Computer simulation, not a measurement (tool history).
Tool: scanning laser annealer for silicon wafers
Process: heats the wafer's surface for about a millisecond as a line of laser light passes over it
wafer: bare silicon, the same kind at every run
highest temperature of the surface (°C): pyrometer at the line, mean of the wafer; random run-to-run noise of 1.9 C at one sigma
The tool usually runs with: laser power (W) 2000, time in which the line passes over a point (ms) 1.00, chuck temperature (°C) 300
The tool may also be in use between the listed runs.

run    hour  laser power (W)  time in which the line passes over a point (ms)  chuck temperature (°C)  highest temperature of the surface (°C)
  1     0.0             2000                                             1.00                     300                                     1110
  2    30.0             2000                                             0.89                     300                                     1071
  3    61.9             2000                                             0.89                     300                                     1068
  4   109.1             2000                                             0.89                     300                                     1069
  5   150.6             2000                                             0.89                     300                                     1059
  6   175.5             2000                                             0.89                     300                                     1058
  7   199.8             2000                                             0.89                     300                                     1058
  8   252.8             2000                                             0.89                     300                                     1057
  9   279.4             2000                                             0.89                     300                                     1054
 10   323.4             2000                                             1.00                     328                                     1127
 11   355.7             2000                                             1.00                     328                                     1122
 12   395.4             2000                                             1.00                     328                                     1149
 13   445.7             2000                                             1.16                     328                                     1209
 14   490.4             2000                                             1.16                     328                                     1208
 15   544.5             2000                                             1.16                     328                                     1209
 16   591.4             2000                                             1.16                     328                                     1207
 17   615.6             2000                                             1.16                     328                                     1206
 18   640.3             2000                                             1.16                     328                                     1204
 19   688.0             2000                                             1.00                     300                                     1111
 20   724.7             2000                                             1.00                     320                                     1133
 21   762.1             1952                                             1.07                     281                                     1113
 22   814.4             2123                                             0.80                     310                                     1106
 23   841.1             1821                                             0.88                     295                                      985
 24   887.9             1707                                             0.72                     282                                      857
 25   921.1             1707                                             1.13                     282                                     1001
 26   968.5             2134                                             0.78                     320                                     1105
 27  1008.0             2134                                             0.78                     320                                     1110
 28  1064.5             1994                                             1.00                     288                                     1103
 29  1116.5             2031                                             1.00                     279                                     1118
 30  1146.9             2000                                             1.00                     291                                     1109
 31  1187.2             2000                                             1.00                     291                                     1105
 32  1232.3             1770                                             1.22                     303                                     1076
 33  1284.1             1770                                             1.22                     303                                     1074
 34  1327.6             1952                                             1.23                     328                                     1201
 35  1364.4             1975                                             1.09                     300                                     1133
 36  1395.1             1882                                             1.09                     291                                     1075
 37  1447.9             1882                                             1.09                     291                                     1072
 38  1502.0             2032                                             1.12                     273                                     1144
 39  1542.8             2056                                             0.97                     300                                     1118
 40  1582.3             1953                                             0.97                     300                                     1069

Removed from this log: 3 entries logged between the listed runs. Between which two listed runs does each belong, and how does the tool's hidden state at the listed run before it compare with that at the listed run after it?
From run 4 to run 5: optics aligned, line set to its width (hour 149.7)
  light that passes the window, % of a clean one's: 99.05 -> 98.98; laser's true power over the reading, %: -0.91 -> -0.93; width of the line over the set one, %: 2.68 -> 4.01
  measured result minus the result with no hidden state, highest temperature of the surface (°C): -34 -> -43
From run 11 to run 12: optics aligned, line set to its width, once more (hour 378.0)
  light that passes the window, % of a clean one's: 98.64 -> 98.58; laser's true power over the reading, %: -1.04 -> -1.05; width of the line over the set one, %: 4.31 -> 0.2
  measured result minus the result with no hidden state, highest temperature of the surface (°C): -51 -> -27
From run 20 to run 21: window over the wafer cleaned (hour 730.9)
  light that passes the window, % of a clean one's: 98.02 -> 99.87; laser's true power over the reading, %: -1.22 -> -1.24; width of the line over the set one, %: 0.65 -> 0.7
  measured result minus the result with no hidden state, highest temperature of the surface (°C): -38 -> -19

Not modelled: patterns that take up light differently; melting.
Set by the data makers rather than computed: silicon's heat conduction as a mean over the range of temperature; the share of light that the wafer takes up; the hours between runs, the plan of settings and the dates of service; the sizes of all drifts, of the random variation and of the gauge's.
